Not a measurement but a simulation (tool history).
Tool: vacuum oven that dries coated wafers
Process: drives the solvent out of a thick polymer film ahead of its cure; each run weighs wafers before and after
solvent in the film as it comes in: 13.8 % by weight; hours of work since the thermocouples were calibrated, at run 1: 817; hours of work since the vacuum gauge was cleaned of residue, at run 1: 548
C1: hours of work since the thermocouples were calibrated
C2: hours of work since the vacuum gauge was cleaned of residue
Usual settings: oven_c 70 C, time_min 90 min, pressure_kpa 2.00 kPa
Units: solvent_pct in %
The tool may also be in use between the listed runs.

Run 1, hour 0.0: usual settings; C1 817; C2 548. Result: solvent_pct 2.55 %.
Run 2, hour 14.7: usual settings; C1 828; C2 559. Result: solvent_pct 2.54 %.
Run 3, hour 29.8: usual settings; C1 839; C2 571. Result: solvent_pct 2.60 %.
Run 4, hour 44.1: usual settings but pressure_kpa 1.78 kPa; C1 850; C2 582. Result: solvent_pct 2.37 %.
Run 5, hour 60.5: usual settings; C1 863; C2 594. Result: solvent_pct 2.46 %.
Run 6, hour 73.1: usual settings; C1 873; C2 604. Result: solvent_pct 2.52 %.
Run 7, hour 88.9: usual settings; C1 885; C2 616. Result: solvent_pct 2.44 %.
Run 8, hour 106.2: usual settings but oven_c 79 C, time_min 87 min, pressure_kpa 1.10 kPa; C1 898; C2 629. Result: solvent_pct 0.87 %.
Run 9, hour 124.4: usual settings but oven_c 55 C, time_min 154 min, pressure_kpa 5.85 kPa; C1 912; C2 643. Result: solvent_pct 10.36 %.
At hour 127.7: vacuum gauge cleaned of residue and calibrated.
Run 10, hour 134.4: usual settings but oven_c 68 C, time_min 154 min, pressure_kpa 3.07 kPa; C1 918; C2 5. Result: solvent_pct 3.09 %.
Run 11, hour 142.0: usual settings but oven_c 73 C, time_min 154 min, pressure_kpa 5.99 kPa; C1 924; C2 11. Result: solvent_pct 4.53 %.
Run 12, hour 149.7: usual settings but oven_c 67 C, time_min 120 min, pressure_kpa 5.11 kPa; C1 930; C2 17. Result: solvent_pct 5.53 %.
Run 13, hour 157.6: usual settings but oven_c 67 C, time_min 120 min, pressure_kpa 5.11 kPa; C1 936; C2 23. Result: solvent_pct 5.44 %.
Run 14, hour 165.3: usual settings but oven_c 58 C; C1 942; C2 29. Result: solvent_pct 6.13 %.

5 ways to go on from here, each from the tool as it stands after run 14. What would each give?
Run A, hour 182.1: usual settings but oven_c 66 C; C1 955; C2 42. Result: solvent_pct ?.
Run B, hour 182.1: usual settings but oven_c 83 C, pressure_kpa 3.29 kPa; C1 955; C2 42. Result: solvent_pct ?.
Run C, hour 182.1: usual settings but oven_c 74 C, time_min 67 min, pressure_kpa 5.44 kPa; C1 955; C2 42. Result: solvent_pct ?.
Run D, hour 182.1: usual settings but oven_c 57 C, time_min 98 min, pressure_kpa 5.15 kPa; C1 955; C2 42. Result: solvent_pct ?.
Run E, hour 182.1: usual settings but oven_c 74 C, time_min 85 min; C1 955; C2 42. Result: solvent_pct ?.

run  solvent_pct
  A         3.69
  B         1.79
  C         4.65
  D         9.47
  E         1.92
Without the tool's hidden state the same runs would have given:
run  solvent_pct
  A         3.10
  B         1.59
  C         4.12
  D         8.65
  E         1.56
